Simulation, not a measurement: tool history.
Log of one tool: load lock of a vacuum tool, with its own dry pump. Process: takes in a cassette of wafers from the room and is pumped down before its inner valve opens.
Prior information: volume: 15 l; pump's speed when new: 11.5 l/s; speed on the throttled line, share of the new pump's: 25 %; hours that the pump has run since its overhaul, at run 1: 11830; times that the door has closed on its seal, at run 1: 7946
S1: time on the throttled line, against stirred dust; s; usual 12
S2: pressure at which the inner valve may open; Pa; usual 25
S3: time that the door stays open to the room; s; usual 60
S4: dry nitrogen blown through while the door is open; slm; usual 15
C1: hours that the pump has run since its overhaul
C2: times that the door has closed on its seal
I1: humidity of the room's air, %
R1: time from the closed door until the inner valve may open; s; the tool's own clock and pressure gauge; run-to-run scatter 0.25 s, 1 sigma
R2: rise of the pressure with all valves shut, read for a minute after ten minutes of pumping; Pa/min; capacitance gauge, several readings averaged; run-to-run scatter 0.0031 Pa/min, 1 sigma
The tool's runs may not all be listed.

run    hour  S1  S2   S3  S4     C1     C2    I1    R1     R2
  1       0  12  25   60  15  11830   7946  41.6  22.6  0.083
  2    58.5  12  25   60  15  11888   8161  48.2  22.3  0.091
        124  -- dry pump taken out, an overhauled one fitted
  3   135.4  12  25  150  15     11   8421  46.7  19.7  0.155
  4     201  12  25   31  15     77   8662  47.4  19.8  0.065
  5   263.3  14  25   60  15    139   8890  43.7  21.7  0.089
  6   335.9  14  25   60  15    212   9157  44.9    22  0.087
  7   410.1   8  25   60  15    286   9429  44.6  17.2  0.088
  8   462.2  12  25   60  15    338   9621  44.3  19.9  0.088
  9   503.3  12  25   60  15    379   9771  40.5  20.2  0.082
 10   578.3  12  25  154  15    454  10046    43  20.1   0.15
 11   667.6  12  19  154  15    544  10374  47.4  20.1  0.162
 12   746.6  12  19  154  15    623  10664    44  20.2  0.149
 13   794.7  12  19  154  15    671  10840  42.1  20.6  0.143
 14   880.7  12  19  154  15    757  11156  44.5  20.3   0.15
 15     964  12  19  154  15    840  11461  46.4  20.5  0.159
 16  1024.3  19  25   60  15    900  11683  46.7    25  0.098
 17  1112.8  19  25   60  15    989  12007  46.7  25.2  0.093
 18  1205.5  19  25   60  15   1081  12348  47.1  25.4  0.103
 19  1284.6  19  25   42  15   1161  12638  44.1  25.1  0.085
 20  1358.6  12  21   42  15   1235  12909  43.2  20.2   0.09
 21  1416.6  12  21   42   9   1293  13122  44.9  20.6  0.097
 22  1459.8   9  39  105  15   1336  13281  45.7  17.1  0.132
 23  1547.9  11  31   74  15   1424  13604  48.2  19.6  0.118
 24  1601.6  11  31   74  15   1478  13801    44  19.3  0.112
 25  1659.1  12  18   26  15   1535  14012  44.9  20.8  0.075
 26  1754.6   7  32   60  15   1631  14363  44.5  16.4  0.108
 27  1806.2   7  32   60  15   1682  14552  45.7  15.8  0.103
 28  1895.2   7  20   60   7   1771  14878  44.9  16.8  0.121
 29  1937.2  15  21   30  14   1813  15033  45.4  22.8  0.082
 30    2018  15  21   30  14   1894  15329  47.2  22.7  0.087
 31  2112.7  15  43   30  10   1989  15677  48.8  21.3  0.083
 32  2204.3  15  43   30  10   2080  16013  44.7  21.4  0.089
 33  2269.9  15  43   30  10   2146  16253  44.6  21.9   0.09
 34  2310.5  12  34   66  15   2186  16402  47.4  19.7  0.116
 35  2405.9  12  25   60   8   2282  16752  49.1  20.5  0.132
 36  2461.6  16  25  119  11   2338  16957  47.7  23.8   0.17
 37  2514.5  16  35  172  11   2390  17151  43.1  22.7  0.194

Consider 4 possible next runs. They are alternatives, not a sequence: every one starts from the tool as it was left by run 37. What does each give?
  A  2568.7   7  27   50  11  2445  17350  44.9   ?   ?
  B  2568.7   7  25   40  15  2445  17350  40.6   ?   ?
  C  2568.7  24  31  172  11  2445  17350  44.4   ?   ?
  D  2568.7  17  25   60  13  2445  17350  45.9   ?   ?

run    R1     R2
  A  16.5  0.118
  B  16.9  0.097
  C  29.5  0.199
  D  24.8  0.122
Without the tool's hidden state the same runs would have given:
run    R1     R2
  A    16  0.066
  B  16.4  0.046
  C  29.2  0.149
  D  24.4  0.071

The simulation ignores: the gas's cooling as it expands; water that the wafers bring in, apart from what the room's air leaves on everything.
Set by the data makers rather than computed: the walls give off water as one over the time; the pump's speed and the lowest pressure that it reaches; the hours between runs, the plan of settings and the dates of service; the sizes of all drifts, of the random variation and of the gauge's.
